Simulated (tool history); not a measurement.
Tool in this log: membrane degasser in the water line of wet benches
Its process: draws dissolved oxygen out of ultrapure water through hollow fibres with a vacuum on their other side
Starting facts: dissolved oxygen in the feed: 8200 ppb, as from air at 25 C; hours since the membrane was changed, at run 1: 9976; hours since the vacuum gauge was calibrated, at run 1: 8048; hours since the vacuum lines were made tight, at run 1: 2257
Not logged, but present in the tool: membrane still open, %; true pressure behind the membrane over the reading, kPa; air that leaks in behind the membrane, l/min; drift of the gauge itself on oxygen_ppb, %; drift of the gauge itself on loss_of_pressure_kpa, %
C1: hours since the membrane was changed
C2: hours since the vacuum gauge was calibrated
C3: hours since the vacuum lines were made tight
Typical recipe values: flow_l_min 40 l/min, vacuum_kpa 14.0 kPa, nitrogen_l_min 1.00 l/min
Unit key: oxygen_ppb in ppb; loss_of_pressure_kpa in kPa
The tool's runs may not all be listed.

run 1 hour=0.0 | flow_l_min=40 vacuum_kpa=14.0 nitrogen_l_min=1.00 | C1=9976 C2=8048 C3=2257 | oxygen_ppb=887.6 loss_of_pressure_kpa=32.96
run 2 hour=250.0 | flow_l_min=40 vacuum_kpa=14.0 nitrogen_l_min=1.00 | C1=10226 C2=8298 C3=2507 | oxygen_ppb=895.0 loss_of_pressure_kpa=32.75
run 3 hour=377.4 | flow_l_min=40 vacuum_kpa=14.0 nitrogen_l_min=1.00 | C1=10354 C2=8425 C3=2635 | oxygen_ppb=889.4 loss_of_pressure_kpa=32.78
run 4 hour=513.1 | flow_l_min=40 vacuum_kpa=14.0 nitrogen_l_min=1.00 | C1=10490 C2=8561 C3=2770 | oxygen_ppb=893.6 loss_of_pressure_kpa=32.98
-- hour=594.5 vacuum gauge calibrated
run 5 hour=716.2 | flow_l_min=40 vacuum_kpa=14.0 nitrogen_l_min=1.00 | C1=10692 C2=122 C3=2973 | oxygen_ppb=892.1 loss_of_pressure_kpa=32.88
run 6 hour=890.2 | flow_l_min=40 vacuum_kpa=14.0 nitrogen_l_min=1.00 | C1=10866 C2=296 C3=3147 | oxygen_ppb=892.8 loss_of_pressure_kpa=33.17
run 7 hour=1082.3 | flow_l_min=40 vacuum_kpa=14.0 nitrogen_l_min=1.00 | C1=11058 C2=488 C3=3339 | oxygen_ppb=897.1 loss_of_pressure_kpa=33.32
run 8 hour=1224.5 | flow_l_min=40 vacuum_kpa=14.0 nitrogen_l_min=1.00 | C1=11201 C2=630 C3=3481 | oxygen_ppb=899.7 loss_of_pressure_kpa=33.10
run 9 hour=1431.5 | flow_l_min=40 vacuum_kpa=14.0 nitrogen_l_min=1.00 | C1=11407 C2=837 C3=3688 | oxygen_ppb=895.7 loss_of_pressure_kpa=33.19
run 10 hour=1678.1 | flow_l_min=40 vacuum_kpa=14.0 nitrogen_l_min=1.00 | C1=11654 C2=1084 C3=3935 | oxygen_ppb=887.9 loss_of_pressure_kpa=33.14
-- hour=1880.1 vacuum gauge calibrated, once more
run 11 hour=1927.3 | flow_l_min=40 vacuum_kpa=14.0 nitrogen_l_min=1.78 | C1=11903 C2=47 C3=4184 | oxygen_ppb=593.7 loss_of_pressure_kpa=33.13
run 12 hour=2174.1 | flow_l_min=40 vacuum_kpa=20.4 nitrogen_l_min=1.31 | C1=12150 C2=294 C3=4430 | oxygen_ppb=1064.8 loss_of_pressure_kpa=33.34
run 13 hour=2330.2 | flow_l_min=45 vacuum_kpa=23.2 nitrogen_l_min=1.00 | C1=12306 C2=450 C3=4587 | oxygen_ppb=1594.3 loss_of_pressure_kpa=37.35
run 14 hour=2524.1 | flow_l_min=35 vacuum_kpa=34.1 nitrogen_l_min=2.37 | C1=12500 C2=644 C3=4780 | oxygen_ppb=985.5 loss_of_pressure_kpa=28.93
run 15 hour=2667.3 | flow_l_min=35 vacuum_kpa=34.1 nitrogen_l_min=2.37 | C1=12643 C2=787 C3=4924 | oxygen_ppb=987.9 loss_of_pressure_kpa=29.04
run 16 hour=2872.3 | flow_l_min=62 vacuum_kpa=17.4 nitrogen_l_min=0.50 | C1=12848 C2=992 C3=5129 | oxygen_ppb=2283.4 loss_of_pressure_kpa=51.89
run 17 hour=3093.6 | flow_l_min=48 vacuum_kpa=26.0 nitrogen_l_min=1.28 | C1=13069 C2=1214 C3=5350 | oxygen_ppb=1611.8 loss_of_pressure_kpa=40.06
run 18 hour=3298.1 | flow_l_min=48 vacuum_kpa=26.0 nitrogen_l_min=1.28 | C1=13274 C2=1418 C3=5554 | oxygen_ppb=1601.6 loss_of_pressure_kpa=39.88
run 19 hour=3498.5 | flow_l_min=40 vacuum_kpa=12.5 nitrogen_l_min=1.03 | C1=13474 C2=1618 C3=5755 | oxygen_ppb=762.9 loss_of_pressure_kpa=33.70
run 20 hour=3615.4 | flow_l_min=40 vacuum_kpa=16.7 nitrogen_l_min=0.63 | C1=13591 C2=1735 C3=5872 | oxygen_ppb=1418.2 loss_of_pressure_kpa=33.57
run 21 hour=3851.5 | flow_l_min=40 vacuum_kpa=12.6 nitrogen_l_min=1.02 | C1=13827 C2=1971 C3=6108 | oxygen_ppb=782.5 loss_of_pressure_kpa=33.61
run 22 hour=4042.4 | flow_l_min=40 vacuum_kpa=12.6 nitrogen_l_min=1.02 | C1=14018 C2=2162 C3=6299 | oxygen_ppb=780.2 loss_of_pressure_kpa=33.17

How the hidden state differs across the entries between the runs, from the last listed run before each to the first after it:
Logged between run 4 and run 5: vacuum gauge calibrated (hour 594.5)
  membrane still open, %: 96.2 -> 96.1; true pressure behind the membrane over the reading, kPa: 0.21 -> 0.25; air that leaks in behind the membrane, l/min: 0.0049 -> 0.0051
  the result without the hidden state subtracted from the measured one, oxygen_ppb: +27.0 -> +30.1 ppb; loss_of_pressure_kpa: +1.26 -> +1.28 kPa
Logged between run 10 and run 11: vacuum gauge calibrated, once more (hour 1880.1)
  membrane still open, %: 95.8 -> 95.7; true pressure behind the membrane over the reading, kPa: 0.28 -> -0.04; air that leaks in behind the membrane, l/min: 0.0057 -> 0.0058
  the result without the hidden state subtracted from the measured one, oxygen_ppb: +32.6 -> +14.8 ppb; loss_of_pressure_kpa: +1.39 -> +1.42 kPa
